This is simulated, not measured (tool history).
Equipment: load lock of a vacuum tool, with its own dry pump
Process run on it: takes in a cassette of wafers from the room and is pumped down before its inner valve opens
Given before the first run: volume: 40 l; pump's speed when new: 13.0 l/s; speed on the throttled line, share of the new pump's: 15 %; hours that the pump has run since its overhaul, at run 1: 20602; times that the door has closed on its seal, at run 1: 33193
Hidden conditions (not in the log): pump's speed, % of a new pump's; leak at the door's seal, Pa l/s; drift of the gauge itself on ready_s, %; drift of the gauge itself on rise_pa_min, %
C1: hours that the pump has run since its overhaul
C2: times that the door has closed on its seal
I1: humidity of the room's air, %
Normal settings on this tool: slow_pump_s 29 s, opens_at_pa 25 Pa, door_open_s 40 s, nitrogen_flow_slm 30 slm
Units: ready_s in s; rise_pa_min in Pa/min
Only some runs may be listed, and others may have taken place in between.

{"run": 1, "day": 0.0, "slow_pump_s": 29, "opens_at_pa": 25, "door_open_s": 40, "nitrogen_flow_slm": 30, "C1": 20602, "C2": 33193, "I1": 39.9, "ready_s": 53.0, "rise_pa_min": 0.165}
{"run": 2, "day": 11.071, "slow_pump_s": 29, "opens_at_pa": 25, "door_open_s": 40, "nitrogen_flow_slm": 17, "C1": 20867, "C2": 34120, "I1": 45.2, "ready_s": 53.0, "rise_pa_min": 0.183}
{"run": 3, "day": 24.496, "slow_pump_s": 29, "opens_at_pa": 25, "door_open_s": 40, "nitrogen_flow_slm": 17, "C1": 21190, "C2": 35244, "I1": 43.7, "ready_s": 52.7, "rise_pa_min": 0.189}
{"run": 4, "day": 33.858, "slow_pump_s": 29, "opens_at_pa": 25, "door_open_s": 40, "nitrogen_flow_slm": 30, "C1": 21414, "C2": 36028, "I1": 43.2, "ready_s": 53.3, "rise_pa_min": 0.194}
{"run": 5, "day": 46.971, "slow_pump_s": 29, "opens_at_pa": 25, "door_open_s": 40, "nitrogen_flow_slm": 30, "C1": 21729, "C2": 37126, "I1": 46.7, "ready_s": 53.1, "rise_pa_min": 0.195}
{"run": 6, "day": 59.654, "slow_pump_s": 29, "opens_at_pa": 25, "door_open_s": 40, "nitrogen_flow_slm": 30, "C1": 22033, "C2": 38188, "I1": 42.8, "ready_s": 52.9, "rise_pa_min": 0.2}
{"run": 7, "day": 69.371, "slow_pump_s": 29, "opens_at_pa": 25, "door_open_s": 40, "nitrogen_flow_slm": 30, "C1": 22267, "C2": 39002, "I1": 41.8, "ready_s": 52.7, "rise_pa_min": 0.215}
{"run": 8, "day": 83.275, "slow_pump_s": 29, "opens_at_pa": 25, "door_open_s": 121, "nitrogen_flow_slm": 30, "C1": 22600, "C2": 40167, "I1": 43.4, "ready_s": 53.4, "rise_pa_min": 0.235}
{"run": 9, "day": 92.5, "slow_pump_s": 29, "opens_at_pa": 25, "door_open_s": 121, "nitrogen_flow_slm": 30, "C1": 22822, "C2": 40939, "I1": 45.4, "ready_s": 53.1, "rise_pa_min": 0.241}
{"day": 100.367, "done": "dry pump taken out, an overhauled one fitted"}
{"run": 10, "day": 112.517, "slow_pump_s": 29, "opens_at_pa": 21, "door_open_s": 121, "nitrogen_flow_slm": 30, "C1": 292, "C2": 42595, "I1": 48.1, "ready_s": 51.4, "rise_pa_min": 0.255}
{"run": 11, "day": 130.367, "slow_pump_s": 29, "opens_at_pa": 48, "door_open_s": 40, "nitrogen_flow_slm": 30, "C1": 720, "C2": 44090, "I1": 45.9, "ready_s": 49.1, "rise_pa_min": 0.245}
{"run": 12, "day": 152.212, "slow_pump_s": 29, "opens_at_pa": 30, "door_open_s": 40, "nitrogen_flow_slm": 30, "C1": 1244, "C2": 45919, "I1": 48.6, "ready_s": 50.7, "rise_pa_min": 0.265}
{"run": 13, "day": 162.75, "slow_pump_s": 29, "opens_at_pa": 25, "door_open_s": 42, "nitrogen_flow_slm": 30, "C1": 1497, "C2": 46802, "I1": 43.8, "ready_s": 51.1, "rise_pa_min": 0.267}
{"run": 14, "day": 183.829, "slow_pump_s": 29, "opens_at_pa": 25, "door_open_s": 42, "nitrogen_flow_slm": 30, "C1": 2003, "C2": 48567, "I1": 45.6, "ready_s": 51.1, "rise_pa_min": 0.28}
{"run": 15, "day": 205.804, "slow_pump_s": 29, "opens_at_pa": 25, "door_open_s": 42, "nitrogen_flow_slm": 30, "C1": 2531, "C2": 50408, "I1": 47.9, "ready_s": 51.4, "rise_pa_min": 0.301}
{"run": 16, "day": 224.504, "slow_pump_s": 18, "opens_at_pa": 25, "door_open_s": 40, "nitrogen_flow_slm": 30, "C1": 2979, "C2": 51974, "I1": 40.0, "ready_s": 41.9, "rise_pa_min": 0.308}
{"run": 17, "day": 234.038, "slow_pump_s": 18, "opens_at_pa": 25, "door_open_s": 40, "nitrogen_flow_slm": 30, "C1": 3208, "C2": 52772, "I1": 42.0, "ready_s": 41.9, "rise_pa_min": 0.318}
{"run": 18, "day": 249.225, "slow_pump_s": 18, "opens_at_pa": 25, "door_open_s": 40, "nitrogen_flow_slm": 30, "C1": 3573, "C2": 54044, "I1": 46.6, "ready_s": 41.9, "rise_pa_min": 0.33}
{"run": 19, "day": 260.429, "slow_pump_s": 36, "opens_at_pa": 25, "door_open_s": 40, "nitrogen_flow_slm": 30, "C1": 3842, "C2": 54983, "I1": 46.7, "ready_s": 57.4, "rise_pa_min": 0.335}
{"run": 20, "day": 274.754, "slow_pump_s": 36, "opens_at_pa": 25, "door_open_s": 40, "nitrogen_flow_slm": 30, "C1": 4185, "C2": 56182, "I1": 42.4, "ready_s": 57.1, "rise_pa_min": 0.351}
{"run": 21, "day": 296.258, "slow_pump_s": 36, "opens_at_pa": 25, "door_open_s": 40, "nitrogen_flow_slm": 30, "C1": 4701, "C2": 57983, "I1": 46.2, "ready_s": 57.5, "rise_pa_min": 0.379}
{"run": 22, "day": 315.858, "slow_pump_s": 16, "opens_at_pa": 44, "door_open_s": 32, "nitrogen_flow_slm": 12, "C1": 5172, "C2": 59625, "I1": 46.2, "ready_s": 39.2, "rise_pa_min": 0.402}
{"run": 23, "day": 328.738, "slow_pump_s": 16, "opens_at_pa": 44, "door_open_s": 32, "nitrogen_flow_slm": 12, "C1": 5481, "C2": 60703, "I1": 40.3, "ready_s": 38.9, "rise_pa_min": 0.407}
{"run": 24, "day": 344.733, "slow_pump_s": 20, "opens_at_pa": 44, "door_open_s": 40, "nitrogen_flow_slm": 12, "C1": 5865, "C2": 62043, "I1": 46.1, "ready_s": 42.5, "rise_pa_min": 0.431}
{"run": 25, "day": 356.9, "slow_pump_s": 14, "opens_at_pa": 38, "door_open_s": 52, "nitrogen_flow_slm": 30, "C1": 6157, "C2": 63062, "I1": 45.9, "ready_s": 38.1, "rise_pa_min": 0.44}
{"run": 26, "day": 374.433, "slow_pump_s": 14, "opens_at_pa": 38, "door_open_s": 52, "nitrogen_flow_slm": 35, "C1": 6578, "C2": 64530, "I1": 47.7, "ready_s": 37.6, "rise_pa_min": 0.459}
{"run": 27, "day": 385.825, "slow_pump_s": 23, "opens_at_pa": 37, "door_open_s": 38, "nitrogen_flow_slm": 15, "C1": 6851, "C2": 65484, "I1": 43.7, "ready_s": 45.7, "rise_pa_min": 0.471}
{"run": 28, "day": 401.05, "slow_pump_s": 29, "opens_at_pa": 25, "door_open_s": 53, "nitrogen_flow_slm": 30, "C1": 7216, "C2": 66759, "I1": 44.1, "ready_s": 52.2, "rise_pa_min": 0.476}
{"day": 409.867, "done": "door's seal changed, seat wiped"}
{"run": 29, "day": 412.5, "slow_pump_s": 39, "opens_at_pa": 25, "door_open_s": 42, "nitrogen_flow_slm": 30, "C1": 7490, "C2": 220, "I1": 40.1, "ready_s": 60.1, "rise_pa_min": 0.016}
{"run": 30, "day": 434.346, "slow_pump_s": 39, "opens_at_pa": 25, "door_open_s": 42, "nitrogen_flow_slm": 30, "C1": 8014, "C2": 2050, "I1": 46.4, "ready_s": 59.9, "rise_pa_min": 0.026}
{"run": 31, "day": 453.458, "slow_pump_s": 43, "opens_at_pa": 19, "door_open_s": 91, "nitrogen_flow_slm": 35, "C1": 8473, "C2": 3650, "I1": 46.8, "ready_s": 64.6, "rise_pa_min": 0.039}
{"run": 32, "day": 468.608, "slow_pump_s": 15, "opens_at_pa": 25, "door_open_s": 48, "nitrogen_flow_slm": 30, "C1": 8836, "C2": 4919, "I1": 41.4, "ready_s": 40.8, "rise_pa_min": 0.031}
{"run": 33, "day": 485.021, "slow_pump_s": 15, "opens_at_pa": 25, "door_open_s": 48, "nitrogen_flow_slm": 30, "C1": 9230, "C2": 6293, "I1": 40.6, "ready_s": 40.5, "rise_pa_min": 0.035}
{"run": 34, "day": 502.146, "slow_pump_s": 21, "opens_at_pa": 48, "door_open_s": 40, "nitrogen_flow_slm": 30, "C1": 9641, "C2": 7728, "I1": 44.5, "ready_s": 43.6, "rise_pa_min": 0.04}
{"run": 35, "day": 521.154, "slow_pump_s": 21, "opens_at_pa": 48, "door_open_s": 40, "nitrogen_flow_slm": 30, "C1": 10097, "C2": 9320, "I1": 46.8, "ready_s": 43.5, "rise_pa_min": 0.046}
{"run": 36, "day": 534.462, "slow_pump_s": 26, "opens_at_pa": 40, "door_open_s": 28, "nitrogen_flow_slm": 30, "C1": 10417, "C2": 10434, "I1": 44.3, "ready_s": 48.5, "rise_pa_min": 0.045}

Branching from run 36: 5 alternative next runs. What would each branch give?
{"run": "A", "day": 551.238, "slow_pump_s": 22, "opens_at_pa": 23, "door_open_s": 28, "nitrogen_flow_slm": 21, "C1": 10819, "C2": 11839, "I1": 39.0, "ready_s": "?", "rise_pa_min": "?"}
{"run": "B", "day": 551.238, "slow_pump_s": 30, "opens_at_pa": 31, "door_open_s": 28, "nitrogen_flow_slm": 9, "C1": 10819, "C2": 11839, "I1": 45.9, "ready_s": "?", "rise_pa_min": "?"}
{"run": "C", "day": 551.238, "slow_pump_s": 26, "opens_at_pa": 44, "door_open_s": 194, "nitrogen_flow_slm": 29, "C1": 10819, "C2": 11839, "I1": 45.4, "ready_s": "?", "rise_pa_min": "?"}
{"run": "D", "day": 551.238, "slow_pump_s": 41, "opens_at_pa": 46, "door_open_s": 40, "nitrogen_flow_slm": 11, "C1": 10819, "C2": 11839, "I1": 42.7, "ready_s": "?", "rise_pa_min": "?"}
{"run": "E", "day": 551.238, "slow_pump_s": 26, "opens_at_pa": 40, "door_open_s": 28, "nitrogen_flow_slm": 19, "C1": 10819, "C2": 11839, "I1": 48.6, "ready_s": "?", "rise_pa_min": "?"}

run=A ready_s=46.8 rise_pa_min=0.050
run=B ready_s=52.7 rise_pa_min=0.061
run=C ready_s=47.8 rise_pa_min=0.082
run=D ready_s=60.7 rise_pa_min=0.060
run=E ready_s=48.3 rise_pa_min=0.058
The same runs, with their run-to-run variation unchanged, on a tool lacking any hidden condition would have given:
run=A ready_s=44.4 rise_pa_min=0.014
run=B ready_s=50.5 rise_pa_min=0.025
run=C ready_s=45.6 rise_pa_min=0.046
run=D ready_s=58.8 rise_pa_min=0.024
run=E ready_s=46.1 rise_pa_min=0.022
